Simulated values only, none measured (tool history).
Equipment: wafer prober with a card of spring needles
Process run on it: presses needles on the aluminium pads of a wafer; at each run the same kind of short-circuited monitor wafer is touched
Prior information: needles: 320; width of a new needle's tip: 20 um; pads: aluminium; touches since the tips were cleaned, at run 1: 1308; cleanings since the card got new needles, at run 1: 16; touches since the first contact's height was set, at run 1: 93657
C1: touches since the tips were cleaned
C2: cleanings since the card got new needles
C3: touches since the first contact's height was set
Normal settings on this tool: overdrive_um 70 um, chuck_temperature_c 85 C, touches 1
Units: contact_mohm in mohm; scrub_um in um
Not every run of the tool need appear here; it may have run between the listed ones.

Run 1, hour 0: usual settings; C1 1308; C2 16; C3 93657. Result: contact_mohm 256 mohm, scrub_um 16.08 um.
At hour 8.7: tips cleaned on abrasive film.
Run 2, hour 10.6: usual settings; C1 867; C2 17; C3 98378. Result: contact_mohm 249 mohm, scrub_um 16.06 um.
At hour 20.2: tips cleaned on abrasive film.
Run 3, hour 22.5: usual settings; C1 1046; C2 18; C3 103645. Result: contact_mohm 250 mohm, scrub_um 16.09 um.
At hour 31: tips cleaned on abrasive film.
Run 4, hour 34.2: usual settings; C1 1451; C2 19; C3 108855. Result: contact_mohm 253 mohm, scrub_um 15.98 um.
At hour 42.8: tips cleaned on abrasive film.
Run 5, hour 45.6: usual settings; C1 1261; C2 20; C3 113920. Result: contact_mohm 250 mohm, scrub_um 16 um.
At hour 53.8: tips cleaned on abrasive film.
Run 6, hour 53.8: usual settings but chuck_temperature_c 120 C; C1 0; C2 21; C3 117512. Result: contact_mohm 248 mohm, scrub_um 15.96 um.
Run 7, hour 62.1: usual settings but chuck_temperature_c 120 C; C1 3726; C2 21; C3 121238. Result: contact_mohm 275 mohm, scrub_um 15.97 um.
At hour 65.6: tips cleaned on abrasive film.
Run 8, hour 68.9: usual settings but touches 3; C1 1461; C2 22; C3 124230. Result: contact_mohm 246 mohm, scrub_um 15.94 um.
Run 9, hour 75: usual settings but touches 3; C1 4236; C2 22; C3 127005. Result: contact_mohm 252 mohm, scrub_um 15.98 um.
At hour 76.8: tips cleaned on abrasive film.
Run 10, hour 80.9: usual settings; C1 1856; C2 23; C3 129597. Result: contact_mohm 255 mohm, scrub_um 16.01 um.
At hour 88.1: tips cleaned on abrasive film.
Run 11, hour 94.5: usual settings but overdrive_um 60 um; C1 2884; C2 24; C3 135636. Result: contact_mohm 276 mohm, scrub_um 13.55 um.
At hour 99: tips cleaned on abrasive film.
Run 12, hour 101.8: usual settings but overdrive_um 82 um; C1 1280; C2 25; C3 138862. Result: contact_mohm 248 mohm, scrub_um 18.75 um.
At hour 110.3: tips cleaned on abrasive film.
Run 13, hour 115.2: usual settings but overdrive_um 82 um; C1 2155; C2 26; C3 144793. Result: contact_mohm 256 mohm, scrub_um 18.65 um.
At hour 121.7: tips cleaned on abrasive film.
Run 14, hour 128.4: usual settings but overdrive_um 82 um, chuck_temperature_c 78 C; C1 2994; C2 27; C3 150683. Result: contact_mohm 255 mohm, scrub_um 18.71 um.
At hour 133.2: tips cleaned on abrasive film.
Run 15, hour 137.4: usual settings but overdrive_um 82 um, chuck_temperature_c 78 C; C1 1864; C2 28; C3 154668. Result: contact_mohm 248 mohm, scrub_um 18.72 um.
At hour 144.2: tips cleaned on abrasive film.
Run 16, hour 148.7: usual settings but chuck_temperature_c 32 C; C1 2006; C2 29; C3 159683. Result: contact_mohm 249 mohm, scrub_um 15.92 um.
At hour 155.7: tips cleaned on abrasive film.
Run 17, hour 155.9: usual settings but overdrive_um 74 um; C1 81; C2 30; C3 162854. Result: contact_mohm 241 mohm, scrub_um 16.78 um.
Run 18, hour 162.3: usual settings but overdrive_um 74 um; C1 2947; C2 30; C3 165720. Result: contact_mohm 261 mohm, scrub_um 16.81 um.
At hour 167.4: tips cleaned on abrasive film.
Run 19, hour 171.2: usual settings but overdrive_um 56 um, chuck_temperature_c 113 C; C1 1701; C2 31; C3 169689. Result: contact_mohm 280 mohm, scrub_um 12.59 um.
At hour 178.7: tips cleaned on abrasive film.
Run 20, hour 180: usual settings but overdrive_um 56 um, chuck_temperature_c 113 C; C1 570; C2 32; C3 173565. Result: contact_mohm 259 mohm, scrub_um 12.55 um.
Run 21, hour 186.3: usual settings but overdrive_um 79 um, chuck_temperature_c 113 C; C1 3399; C2 32; C3 176394. Result: contact_mohm 264 mohm, scrub_um 17.86 um.
At hour 190.6: tips cleaned on abrasive film.
Run 22, hour 194.6: usual settings but overdrive_um 51 um, chuck_temperature_c 120 C; C1 1793; C2 33; C3 180080. Result: contact_mohm 289 mohm, scrub_um 11.36 um.
At hour 202.1: tips cleaned on abrasive film.
Run 23, hour 204.4: usual settings but overdrive_um 89 um, chuck_temperature_c 87 C, touches 3; C1 1015; C2 34; C3 184391. Result: contact_mohm 238 mohm, scrub_um 20.16 um.
At hour 213.2: tips cleaned on abrasive film.
Run 24, hour 215: usual settings but overdrive_um 89 um, chuck_temperature_c 34 C, touches 2; C1 802; C2 35; C3 189103. Result: contact_mohm 230 mohm, scrub_um 20.13 um.
At hour 224.6: tips cleaned on abrasive film.
Run 25, hour 227.2: usual settings but overdrive_um 51 um, chuck_temperature_c 33 C, touches 2; C1 1195; C2 36; C3 194555. Result: contact_mohm 245 mohm, scrub_um 11.35 um.
At hour 235.6: tips cleaned on abrasive film.
Run 26, hour 239.2: usual settings but overdrive_um 51 um, chuck_temperature_c 33 C, touches 2; C1 1593; C2 37; C3 199856. Result: contact_mohm 252 mohm, scrub_um 11.33 um.
Run 27, hour 245: usual settings but overdrive_um 54 um, chuck_temperature_c 33 C, touches 2; C1 4185; C2 37; C3 202448. Result: contact_mohm 264 mohm, scrub_um 12.01 um.
At hour 246.7: tips cleaned on abrasive film.
Run 28, hour 254.6: usual settings but overdrive_um 53 um, chuck_temperature_c 30 C, touches 2; C1 3517; C2 38; C3 206711. Result: contact_mohm 263 mohm, scrub_um 11.79 um.
At hour 257.7: tips cleaned on abrasive film.
Run 29, hour 261: usual settings but overdrive_um 53 um, chuck_temperature_c 32 C, touches 2; C1 1514; C2 39; C3 209555. Result: contact_mohm 248 mohm, scrub_um 11.77 um.
At hour 268.7: tips cleaned on abrasive film.
Run 30, hour 272.4: usual settings but overdrive_um 53 um, chuck_temperature_c 32 C, touches 2; C1 1688; C2 40; C3 214614. Result: contact_mohm 255 mohm, scrub_um 11.7 um.
At hour 279.7: tips cleaned on abrasive film.
Run 31, hour 285.8: usual settings but overdrive_um 54 um, chuck_temperature_c 35 C; C1 2721; C2 41; C3 220558. Result: contact_mohm 282 mohm, scrub_um 11.87 um.
At hour 290.9: tips cleaned on abrasive film.
Run 32, hour 294.8: usual settings but chuck_temperature_c 29 C; C1 1748; C2 42; C3 224534. Result: contact_mohm 239 mohm, scrub_um 15.62 um.
At hour 302.3: tips cleaned on abrasive film.
Run 33, hour 304.7: usual settings but chuck_temperature_c 29 C; C1 1077; C2 43; C3 228927. Result: contact_mohm 238 mohm, scrub_um 15.68 um.
Run 34, hour 310.8: usual settings but chuck_temperature_c 29 C; C1 3829; C2 43; C3 231679. Result: contact_mohm 258 mohm, scrub_um 15.67 um.

3 ways to go on from here, each from the tool as it stands after run 34. What would each give?
At hour 313.4: tips cleaned on abrasive film.
Run A, hour 319.2: usual settings but overdrive_um 63 um, chuck_temperature_c 66 C, touches 2; C1 2589; C2 44; C3 235399. Result: contact_mohm ?, scrub_um ?.
At hour 313.4: tips cleaned on abrasive film.
Run B, hour 319.2: usual settings but chuck_temperature_c 82 C, touches 2; C1 2589; C2 44; C3 235399. Result: contact_mohm ?, scrub_um ?.
At hour 313.4: tips cleaned on abrasive film.
Run C, hour 319.2: usual settings but overdrive_um 73 um, chuck_temperature_c 30 C; C1 2589; C2 44; C3 235399. Result: contact_mohm ?, scrub_um ?.

run  contact_mohm  scrub_um
  A           252     14.01
  B           249     15.57
  C           252     16.33
Without the tool's unlogged condition, the same runs would have read:
run  contact_mohm  scrub_um
  A           232     14.74
  B           233      16.3
  C           225     17.06
